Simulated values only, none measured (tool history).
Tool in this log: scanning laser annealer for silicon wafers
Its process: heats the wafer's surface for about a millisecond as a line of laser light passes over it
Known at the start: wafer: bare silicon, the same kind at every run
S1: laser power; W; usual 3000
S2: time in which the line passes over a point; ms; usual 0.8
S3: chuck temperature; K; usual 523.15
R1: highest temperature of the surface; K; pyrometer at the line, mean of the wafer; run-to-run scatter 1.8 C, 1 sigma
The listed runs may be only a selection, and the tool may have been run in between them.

Run 1, hour 0: usual settings. Result: R1 1292.15 K.
Run 2, hour 6.1: usual settings. Result: R1 1290.15 K.
Run 3, hour 18.4: usual settings. Result: R1 1289.15 K.
Run 4, hour 31.1: usual settings. Result: R1 1289.15 K.
Run 5, hour 39.6: usual settings. Result: R1 1286.15 K.
Run 6, hour 53.9: usual settings. Result: R1 1287.15 K.
Run 7, hour 60.9: usual settings but S1 2933 W. Result: R1 1269.15 K.
Run 8, hour 68.6: usual settings but S1 2596 W, S2 0.763 ms, S3 524.15 K. Result: R1 1176.15 K.
At hour 78.2: window over the wafer cleaned.
Run 9, hour 79.6: usual settings but S1 2596 W, S2 0.763 ms, S3 497.15 K. Result: R1 1179.15 K.
Run 10, hour 88.1: usual settings but S1 2774 W, S2 0.793 ms, S3 502.15 K. Result: R1 1244.15 K.
Run 11, hour 98.8: usual settings but S1 3081 W, S2 0.793 ms, S3 498.15 K. Result: R1 1315.15 K.

For run 12, what comes out?
Run 12, hour 112.9: usual settings but S3 490.15 K. Result: R1 ?.

{"run 12": {"R1": 1292.15}}
Without the tool's hidden state the same run would have given R1 1300.15 K.

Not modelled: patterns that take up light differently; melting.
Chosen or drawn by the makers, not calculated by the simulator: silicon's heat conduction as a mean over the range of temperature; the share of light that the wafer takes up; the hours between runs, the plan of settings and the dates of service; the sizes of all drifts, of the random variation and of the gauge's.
